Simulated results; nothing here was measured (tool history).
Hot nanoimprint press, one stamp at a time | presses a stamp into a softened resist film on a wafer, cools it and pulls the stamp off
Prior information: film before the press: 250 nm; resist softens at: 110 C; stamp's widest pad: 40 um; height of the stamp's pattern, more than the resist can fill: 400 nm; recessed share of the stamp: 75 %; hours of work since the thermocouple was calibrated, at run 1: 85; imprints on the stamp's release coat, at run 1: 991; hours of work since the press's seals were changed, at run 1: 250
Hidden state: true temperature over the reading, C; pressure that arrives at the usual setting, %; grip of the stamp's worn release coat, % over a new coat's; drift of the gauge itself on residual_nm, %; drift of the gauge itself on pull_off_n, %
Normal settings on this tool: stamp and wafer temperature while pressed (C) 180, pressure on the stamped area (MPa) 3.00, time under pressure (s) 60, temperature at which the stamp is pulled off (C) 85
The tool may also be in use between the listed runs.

run	hour	stamp and wafer temperature while pressed (C)	pressure on the stamped area (MPa)	time under pressure (s)	temperature at which the stamp is pulled off (C)	hours of work since the thermocouple was calibrated	imprints on the stamp's release coat	hours of work since the press's seals were changed	resist left under the stamp's widest pad (nm)	greatest force while the stamp is pulled off (N)
1	0.0	180	3.00	60	85	85	991	250	141.3	241
2	19.1	180	3.00	60	85	95	1037	260	141.7	243
3	56.5	180	3.00	60	85	115	1128	280	142.5	245
4	93.8	180	3.00	49	85	135	1218	300	149.8	249
5	121.9	180	3.00	49	85	150	1287	315	152.5	244
6	144.7	180	3.00	49	85	162	1342	327	152.5	249
7	181.3	180	3.00	49	85	182	1431	347	153.2	250
8	206.7	180	3.00	60	85	195	1492	360	146.0	255
9	231.5	180	3.00	60	85	209	1553	374	144.0	266
10	252.3	182	3.00	60	85	220	1603	385	134.0	260
11	268.4	182	3.00	60	85	228	1642	394	132.5	266
12	285.3	180	3.00	60	85	238	1683	403	145.4	269
13	323.4	180	3.00	60	85	258	1775	423	146.0	273
14	361.4	180	3.00	60	85	278	1868	443	144.0	281
15	382.5	180	3.00	60	85	290	1919	455	144.2	281
16	403.7	173	3.65	46	91	301	1970	466	182.0	252
17	437.1	187	3.00	75	85	319	2051	484	101.9	280

For run 18, what comes out?
# hour 455.6: stamp cleaned and given a new release coat
18	479.7	191	2.09	60	87	338	58	503	?	?

{"run 18": {"resist left under the stamp's widest pad (nm)": 113.4, "greatest force while the stamp is pulled off (N)": 200}}
Minus the tool's unlogged condition, the same run would have read resist left under the stamp's widest pad (nm) 111.4, greatest force while the stamp is pulled off (N) 197.

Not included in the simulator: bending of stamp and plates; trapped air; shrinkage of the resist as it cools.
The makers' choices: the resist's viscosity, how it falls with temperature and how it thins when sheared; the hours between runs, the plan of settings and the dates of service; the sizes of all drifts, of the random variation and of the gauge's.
